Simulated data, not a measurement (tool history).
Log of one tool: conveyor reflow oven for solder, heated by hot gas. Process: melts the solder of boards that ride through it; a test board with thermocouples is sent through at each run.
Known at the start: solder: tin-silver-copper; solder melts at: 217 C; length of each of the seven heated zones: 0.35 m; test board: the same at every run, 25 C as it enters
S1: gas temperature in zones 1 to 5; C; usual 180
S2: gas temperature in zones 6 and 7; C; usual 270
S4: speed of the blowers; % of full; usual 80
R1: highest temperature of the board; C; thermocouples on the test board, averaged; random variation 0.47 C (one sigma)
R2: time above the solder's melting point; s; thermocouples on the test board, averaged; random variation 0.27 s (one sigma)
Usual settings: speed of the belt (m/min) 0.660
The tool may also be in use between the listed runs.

Run 1, hour 0.0: usual settings. Result: R1 254.6 C, R2 50.6 s.
Run 2, hour 12.4: usual settings but S4 66 % of full. Result: R1 252.5 C, R2 49.4 s.
Run 3, hour 32.8: usual settings. Result: R1 255.2 C, R2 51.0 s.
Run 4, hour 44.4: usual settings but S4 77 % of full. Result: R1 254.5 C, R2 51.1 s.
Run 5, hour 61.2: usual settings but S4 77 % of full. Result: R1 254.6 C, R2 50.1 s.
Run 6, hour 80.0: usual settings but S2 274 C. Result: R1 258.3 C, R2 53.0 s.
Run 7, hour 100.7: usual settings but S2 274 C, S4 60 % of full. Result: R1 254.5 C, R2 49.9 s.
Run 8, hour 120.8: usual settings but S2 274 C, S4 60 % of full. Result: R1 254.5 C, R2 50.1 s.
Run 9, hour 138.9: usual settings. Result: R1 253.5 C, R2 51.0 s.
Run 10, hour 153.4: usual settings. Result: R1 254.5 C, R2 50.6 s.
Run 11, hour 178.8: usual settings. Result: R1 254.9 C, R2 50.3 s.
Run 12, hour 204.4: usual settings. Result: R1 254.1 C, R2 50.5 s.
Run 13, hour 220.7: usual settings but S2 280 C, speed of the belt (m/min) 0.666. Result: R1 261.6 C, R2 54.0 s.
Run 14, hour 239.3: usual settings but S4 83 % of full. Result: R1 254.7 C, R2 51.0 s.
Run 15, hour 259.9: usual settings but S2 259 C, S4 72 % of full. Result: R1 243.4 C, R2 43.0 s.
Run 16, hour 276.4: usual settings but S1 177 C, S2 271 C, speed of the belt (m/min) 0.716, S4 72 % of full. Result: R1 249.7 C, R2 42.3 s.
Run 17, hour 298.2: usual settings but S1 187 C, S2 259 C, speed of the belt (m/min) 0.575, S4 74 % of full. Result: R1 248.5 C, R2 57.8 s.
Run 18, hour 315.4: usual settings but S1 171 C, S2 271 C, speed of the belt (m/min) 0.582, S4 53 % of full. Result: R1 251.5 C, R2 53.0 s.
Run 19, hour 339.5: usual settings but S1 171 C, S2 271 C, speed of the belt (m/min) 0.582, S4 53 % of full. Result: R1 252.0 C, R2 53.2 s.
Run 20, hour 351.7: usual settings but S1 171 C, S2 271 C, speed of the belt (m/min) 0.582, S4 53 % of full. Result: R1 251.6 C, R2 53.0 s.
Run 21, hour 364.7: usual settings but S1 171 C, S2 271 C, speed of the belt (m/min) 0.582, S4 53 % of full. Result: R1 251.8 C, R2 52.6 s.
Run 22, hour 392.7: usual settings but S2 285 C, speed of the belt (m/min) 0.778, S4 56 % of full. Result: R1 254.1 C, R2 40.7 s.
Run 23, hour 411.5: usual settings but S2 281 C. Result: R1 262.1 C, R2 54.5 s.

Forecast each of these 3 alternatives for the next run:
Run A, hour 438.1: usual settings but S1 167 C, S2 281 C, speed of the belt (m/min) 0.539, S4 65 % of full. Result: R1 ?, R2 ?.
Run B, hour 438.1: usual settings but S4 58 % of full. Result: R1 ?, R2 ?.
Run C, hour 438.1: usual settings but S1 179 C, S2 283 C, S4 52 % of full. Result: R1 ?, R2 ?.

run     R1    R2
  A  264.6  64.9
  B  249.5  46.3
  C  257.8  51.8
Without the tool's hidden state the same runs would have given:
run     R1    R2
  A  266.8  65.7
  B  251.7  47.6
  C  260.1  52.8

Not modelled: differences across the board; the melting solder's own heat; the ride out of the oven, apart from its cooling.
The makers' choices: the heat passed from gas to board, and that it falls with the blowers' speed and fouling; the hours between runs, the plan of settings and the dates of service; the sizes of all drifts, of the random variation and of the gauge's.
